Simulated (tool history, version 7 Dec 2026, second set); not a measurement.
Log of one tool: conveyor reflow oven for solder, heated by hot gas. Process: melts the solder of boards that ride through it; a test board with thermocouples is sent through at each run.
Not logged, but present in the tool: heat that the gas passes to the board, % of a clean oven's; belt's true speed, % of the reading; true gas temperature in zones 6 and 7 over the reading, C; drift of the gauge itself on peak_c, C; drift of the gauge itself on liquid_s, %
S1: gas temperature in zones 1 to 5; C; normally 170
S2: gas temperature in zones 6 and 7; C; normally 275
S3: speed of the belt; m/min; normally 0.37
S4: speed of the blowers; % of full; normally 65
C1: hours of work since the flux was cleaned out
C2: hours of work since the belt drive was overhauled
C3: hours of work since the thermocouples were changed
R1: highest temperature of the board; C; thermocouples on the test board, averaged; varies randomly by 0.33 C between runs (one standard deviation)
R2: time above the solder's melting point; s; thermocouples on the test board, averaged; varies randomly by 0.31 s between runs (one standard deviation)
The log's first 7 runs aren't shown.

| run | day | S1 | S2 | S3 | S4 | C1 | C2 | C3 | R1 | R2 |
|---|---|---|---|---|---|---|---|---|---|---|
| 8 | 10.979 | 170 | 275 | 0.37 | 65 | 218 | 965 | 386 | 255.2 | 75 |
| 9 | 12.875 | 170 | 275 | 0.37 | 65 | 241 | 989 | 410 | 255.5 | 75 |
| 10 | 14.092 | 170 | 275 | 0.37 | 65 | 257 | 1004 | 425 | 255.4 | 74.2 |
| 11 | 15.142 | 170 | 275 | 0.37 | 65 | 270 | 1018 | 438 | 255 | 74.9 |
| 12 | 17.167 | 170 | 275 | 0.37 | 65 | 295 | 1043 | 464 | 254.4 | 74.7 |
|  | 17.479 | belt drive overhauled, speed set with a stopwatch |
| 13 | 18.767 | 170 | 275 | 0.37 | 65 | 313 | 16 | 482 | 255 | 74.6 |
| 14 | 20.146 | 170 | 275 | 0.37 | 65 | 331 | 33 | 499 | 254.8 | 74.9 |
| 15 | 21.254 | 170 | 275 | 0.37 | 65 | 344 | 47 | 513 | 254.6 | 74.9 |
|  | 22.671 | flux residue cleaned out of gas plates and filters |
| 16 | 23.179 | 170 | 279 | 0.37 | 79 | 6 | 69 | 534 | 263.6 | 82.4 |
| 17 | 25.204 | 170 | 279 | 0.37 | 79 | 32 | 94 | 560 | 263.1 | 82.5 |
| 18 | 26.896 | 170 | 279 | 0.37 | 79 | 53 | 116 | 581 | 262.9 | 82.5 |
|  | 27.183 | belt drive overhauled, speed set with a stopwatch, once more |
| 19 | 28.329 | 156 | 284 | 0.37 | 65 | 69 | 14 | 597 | 261.2 | 72.8 |
| 20 | 29.571 | 170 | 289 | 0.342 | 65 | 84 | 30 | 612 | 270.6 | 92 |
| 21 | 31.246 | 170 | 288 | 0.302 | 61 | 105 | 51 | 634 | 273.2 | 106.9 |
| 22 | 33.133 | 174 | 284 | 0.402 | 65 | 129 | 75 | 657 | 261 | 72.5 |
| 23 | 35.146 | 174 | 274 | 0.402 | 67 | 154 | 100 | 682 | 252.3 | 66.3 |
| 24 | 36.762 | 170 | 275 | 0.37 | 55 | 175 | 120 | 703 | 251.6 | 70 |
| 25 | 38.233 | 156 | 277 | 0.37 | 55 | 193 | 139 | 721 | 250.2 | 62.4 |
| 26 | 39.712 | 170 | 286 | 0.423 | 65 | 212 | 157 | 740 | 258.8 | 65.6 |
| 27 | 41.825 | 170 | 266 | 0.423 | 65 | 238 | 184 | 766 | 241.6 | 49.4 |
| 28 | 43.225 | 169 | 283 | 0.397 | 70 | 256 | 201 | 784 | 259.4 | 70.8 |
| 29 | 44.267 | 157 | 275 | 0.37 | 52 | 269 | 214 | 797 | 247.2 | 59.5 |
| 30 | 46.288 | 157 | 267 | 0.37 | 54 | 294 | 240 | 822 | 240.9 | 52 |

5 options for the next run, each taken on its own from the tool as it stands now. Forecast them:
| A | 47.646 | 157 | 267 | 0.347 | 54 | 311 | 257 | 839 | ? | ? |
| B | 47.646 | 170 | 265 | 0.377 | 70 | 311 | 257 | 839 | ? | ? |
| C | 47.646 | 157 | 274 | 0.37 | 54 | 311 | 257 | 839 | ? | ? |
| D | 47.646 | 157 | 264 | 0.37 | 54 | 311 | 257 | 839 | ? | ? |
| E | 47.646 | 171 | 275 | 0.326 | 73 | 311 | 257 | 839 | ? | ? |

| run | R1 | R2 |
|---|---|---|
| A | 243.7 | 59.5 |
| B | 245 | 61.8 |
| C | 246.8 | 59.2 |
| D | 238.2 | 48 |
| E | 259.5 | 89.4 |
Without the tool's hidden state the same runs would have given:
| run | R1 | R2 |
|---|---|---|
| A | 247.4 | 64.6 |
| B | 248.9 | 66.4 |
| C | 250.8 | 63.8 |
| D | 242.1 | 53.7 |
| E | 263.2 | 92.5 |
